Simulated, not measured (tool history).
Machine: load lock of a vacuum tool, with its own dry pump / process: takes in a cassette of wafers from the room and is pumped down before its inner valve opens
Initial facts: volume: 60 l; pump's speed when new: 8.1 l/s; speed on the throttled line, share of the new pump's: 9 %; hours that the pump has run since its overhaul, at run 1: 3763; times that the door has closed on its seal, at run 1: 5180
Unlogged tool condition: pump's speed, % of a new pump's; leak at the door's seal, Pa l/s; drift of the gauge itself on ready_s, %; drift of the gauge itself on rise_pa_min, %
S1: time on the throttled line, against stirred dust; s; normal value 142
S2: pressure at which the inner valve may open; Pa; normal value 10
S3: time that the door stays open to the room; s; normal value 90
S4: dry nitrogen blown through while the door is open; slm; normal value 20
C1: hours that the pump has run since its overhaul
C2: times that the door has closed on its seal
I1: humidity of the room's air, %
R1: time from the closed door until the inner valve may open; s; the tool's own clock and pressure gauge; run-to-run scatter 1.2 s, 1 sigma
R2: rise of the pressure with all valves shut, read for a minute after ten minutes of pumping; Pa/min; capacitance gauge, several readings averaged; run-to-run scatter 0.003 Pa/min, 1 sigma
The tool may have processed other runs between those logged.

run 1 hour=0.0 | S1=142 S2=10 S3=90 S4=20 | C1=3763 C2=5180 | I1=48.8 | R1=202.1 R2=0.072
run 2 hour=434.0 | S1=142 S2=10 S3=51 S4=20 | C1=4197 C2=6811 | I1=44.9 | R1=203.0 R2=0.065
run 3 hour=914.7 | S1=142 S2=10 S3=51 S4=20 | C1=4678 C2=8618 | I1=45.8 | R1=204.2 R2=0.074
run 4 hour=1355.0 | S1=142 S2=18 S3=90 S4=20 | C1=5118 C2=10273 | I1=43.4 | R1=198.4 R2=0.096
run 5 hour=1561.3 | S1=142 S2=18 S3=90 S4=20 | C1=5325 C2=11049 | I1=44.7 | R1=198.9 R2=0.104
run 6 hour=1836.8 | S1=142 S2=10 S3=67 S4=20 | C1=5600 C2=12084 | I1=43.8 | R1=203.8 R2=0.106
run 7 hour=2042.0 | S1=142 S2=10 S3=67 S4=20 | C1=5805 C2=12855 | I1=43.0 | R1=204.7 R2=0.113
run 8 hour=2485.6 | S1=142 S2=10 S3=67 S4=20 | C1=6249 C2=14522 | I1=47.4 | R1=207.1 R2=0.132
run 9 hour=2896.8 | S1=142 S2=10 S3=90 S4=20 | C1=6660 C2=16068 | I1=43.6 | R1=206.2 R2=0.147
run 10 hour=3143.1 | S1=142 S2=10 S3=90 S4=20 | C1=6906 C2=16994 | I1=43.1 | R1=207.6 R2=0.158
run 11 hour=3600.8 | S1=142 S2=10 S3=90 S4=20 | C1=7364 C2=18714 | I1=41.3 | R1=205.2 R2=0.178
run 12 hour=3851.1 | S1=142 S2=10 S3=90 S4=20 | C1=7614 C2=19655 | I1=45.3 | R1=206.2 R2=0.199
run 13 hour=4157.4 | S1=142 S2=10 S3=90 S4=20 | C1=7921 C2=20806 | I1=44.8 | R1=208.6 R2=0.214
run 14 hour=4385.6 | S1=142 S2=10 S3=90 S4=20 | C1=8149 C2=21664 | I1=46.3 | R1=204.8 R2=0.226
run 15 hour=4686.9 | S1=142 S2=10 S3=90 S4=7 | C1=8450 C2=22796 | I1=43.6 | R1=208.9 R2=0.265
run 16 hour=4893.7 | S1=142 S2=10 S3=90 S4=7 | C1=8657 C2=23573 | I1=44.8 | R1=208.3 R2=0.267
run 17 hour=5348.0 | S1=142 S2=14 S3=90 S4=20 | C1=9111 C2=25281 | I1=43.5 | R1=204.5 R2=0.269
run 18 hour=5744.6 | S1=142 S2=14 S3=90 S4=20 | C1=9508 C2=26772 | I1=43.5 | R1=207.9 R2=0.300
run 19 hour=5979.5 | S1=142 S2=10 S3=44 S4=20 | C1=9743 C2=27654 | I1=42.5 | R1=209.9 R2=0.297
run 20 hour=6420.3 | S1=176 S2=13 S3=144 S4=8 | C1=10183 C2=29311 | I1=47.7 | R1=238.0 R2=0.394
-- hour=6683.6 door's seal changed, seat wiped
run 21 hour=6824.7 | S1=142 S2=20 S3=129 S4=20 | C1=10586 C2=531 | I1=47.0 | R1=204.1 R2=0.061
run 22 hour=7152.6 | S1=273 S2=20 S3=129 S4=20 | C1=10914 C2=1763 | I1=44.4 | R1=319.8 R2=0.061
run 23 hour=7525.1 | S1=113 S2=15 S3=134 S4=20 | C1=11287 C2=3163 | I1=44.5 | R1=181.9 R2=0.064
run 24 hour=7948.7 | S1=113 S2=15 S3=134 S4=20 | C1=11710 C2=4755 | I1=44.4 | R1=184.1 R2=0.080
run 25 hour=8152.4 | S1=135 S2=7 S3=134 S4=29 | C1=11914 C2=5521 | I1=42.9 | R1=212.1 R2=0.069
run 26 hour=8546.1 | S1=72 S2=7 S3=134 S4=12 | C1=12308 C2=7000 | I1=45.8 | R1=155.9 R2=0.107
run 27 hour=8775.8 | S1=247 S2=11 S3=134 S4=5 | C1=12538 C2=7864 | I1=47.7 | R1=302.2 R2=0.138

Expected results for the next run?
run 28 hour=9004.6 | S1=139 S2=10 S3=90 S4=10 | C1=12766 C2=8724 | I1=43.9 | R1=? R2=?

R1: 212.6 s
R2: 0.110 Pa/min
Minus the tool's unlogged condition, the same run would have read R1 195.9 s, R2 0.061 Pa/min.
